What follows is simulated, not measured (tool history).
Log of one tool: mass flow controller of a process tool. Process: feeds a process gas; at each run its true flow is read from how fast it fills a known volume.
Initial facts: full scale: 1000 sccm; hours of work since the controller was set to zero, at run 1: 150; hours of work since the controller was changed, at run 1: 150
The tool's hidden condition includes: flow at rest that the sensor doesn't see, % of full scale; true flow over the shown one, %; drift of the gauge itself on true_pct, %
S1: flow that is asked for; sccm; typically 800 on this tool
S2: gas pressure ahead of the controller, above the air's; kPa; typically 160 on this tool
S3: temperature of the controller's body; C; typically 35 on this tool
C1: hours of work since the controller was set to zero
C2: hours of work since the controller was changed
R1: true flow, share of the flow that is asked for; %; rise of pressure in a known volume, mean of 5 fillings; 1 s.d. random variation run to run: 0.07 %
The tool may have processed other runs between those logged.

| run | hour | S1 | S2 | S3 | C1 | C2 | R1 |
|---|---|---|---|---|---|---|---|
| 1 | 0.0 | 800 | 160 | 35 | 150 | 150 | 98.71 |
| 2 | 149.7 | 800 | 203 | 35 | 212 | 212 | 98.69 |
| 3 | 279.5 | 800 | 203 | 35 | 266 | 266 | 98.74 |
| 4 | 450.8 | 800 | 203 | 35 | 338 | 338 | 98.78 |
| 5 | 633.8 | 800 | 160 | 22 | 414 | 414 | 99.63 |
| 6 | 808.5 | 800 | 160 | 22 | 487 | 487 | 99.62 |
| 7 | 942.1 | 800 | 160 | 22 | 543 | 543 | 99.59 |
| 8 | 1037.6 | 800 | 160 | 35 | 582 | 582 | 98.58 |
| 9 | 1174.9 | 800 | 160 | 35 | 640 | 640 | 98.49 |
| 10 | 1318.8 | 800 | 160 | 35 | 700 | 700 | 98.45 |
| 11 | 1432.7 | 126 | 160 | 35 | 747 | 747 | 96.91 |
| 12 | 1597.3 | 417 | 160 | 35 | 816 | 816 | 97.83 |
| 13 | 1696.4 | 417 | 160 | 35 | 857 | 857 | 97.80 |
| 14 | 1809.8 | 417 | 160 | 20 | 904 | 904 | 98.97 |
| 15 | 1925.8 | 417 | 160 | 20 | 953 | 953 | 99.04 |
| 16 | 2077.6 | 800 | 160 | 35 | 1016 | 1016 | 98.35 |
| 17 | 2171.6 | 800 | 160 | 35 | 1055 | 1055 | 98.25 |
| 18 | 2298.4 | 800 | 160 | 35 | 1108 | 1108 | 98.20 |
| 19 | 2473.9 | 800 | 160 | 35 | 1181 | 1181 | 98.38 |
| 20 | 2591.2 | 800 | 160 | 35 | 1230 | 1230 | 98.47 |
| 21 | 2742.5 | 207 | 160 | 35 | 1293 | 1293 | 96.94 |
| 22 | 2835.5 | 207 | 160 | 35 | 1332 | 1332 | 96.87 |
| 23 | 3020.7 | 207 | 160 | 35 | 1409 | 1409 | 96.91 |
| 24 | 3205.8 | 272 | 194 | 35 | 1486 | 1486 | 97.21 |
| 25 | 3289.9 | 237 | 266 | 25 | 1521 | 1521 | 98.04 |
| 26 | 3474.0 | 646 | 217 | 35 | 1598 | 1598 | 98.08 |
| 27 | 3628.4 | 646 | 217 | 35 | 1662 | 1662 | 98.10 |
| 28 | 3774.2 | 697 | 258 | 37 | 1723 | 1723 | 98.09 |
| 29 | 3929.5 | 287 | 160 | 24 | 1788 | 1788 | 98.09 |
| 30 | 4077.3 | 287 | 160 | 24 | 1850 | 1850 | 97.94 |
| 31 | 4247.6 | 287 | 160 | 24 | 1920 | 1920 | 97.90 |
| 32 | 4364.5 | 636 | 160 | 26 | 1969 | 1969 | 98.41 |
| 33 | 4468.3 | 636 | 160 | 26 | 2012 | 2012 | 98.48 |
| 34 | 4644.3 | 879 | 160 | 25 | 2086 | 2086 | 99.06 |
| 35 | 4721.5 | 879 | 160 | 25 | 2118 | 2118 | 98.99 |
| 36 | 4867.7 | 349 | 221 | 25 | 2179 | 2179 | 97.94 |
| 37 | 4972.6 | 455 | 214 | 35 | 2223 | 2223 | 97.43 |
| 38 | 5079.4 | 203 | 172 | 23 | 2267 | 2267 | 97.30 |
| 39 | 5168.3 | 218 | 186 | 22 | 2304 | 2304 | 97.54 |
| 40 | 5314.4 | 190 | 240 | 37 | 2365 | 2365 | 96.23 |
| 41 | 5399.9 | 609 | 163 | 27 | 2401 | 2401 | 98.33 |
| 42 | 5486.8 | 220 | 213 | 32 | 2437 | 2437 | 96.85 |

For some of the steps in R1 from one run to the next: how much would appear even if the tool had no hidden state, given the settings, what came in and random variation, and how much remains for the hidden state plus any gauge scatter that the measured result and the result without hidden state don't share?
Run 10 -> 11: S1 800 -> 126. R1 -1.54 %: hidden state -0.81, all else -0.73.
Run 20 -> 21: S1 800 -> 207. R1 -1.53 %: hidden state -0.60, all else -0.93.
Run 40 -> 41: S1 190 -> 609, S2 240 -> 163, S3 37 -> 27. R1 +2.10 %: hidden state +0.92, all else +1.18.
Run 41 -> 42: S1 609 -> 220, S2 163 -> 213, S3 27 -> 32. R1 -1.48 %: hidden state -0.79, all else -0.69.
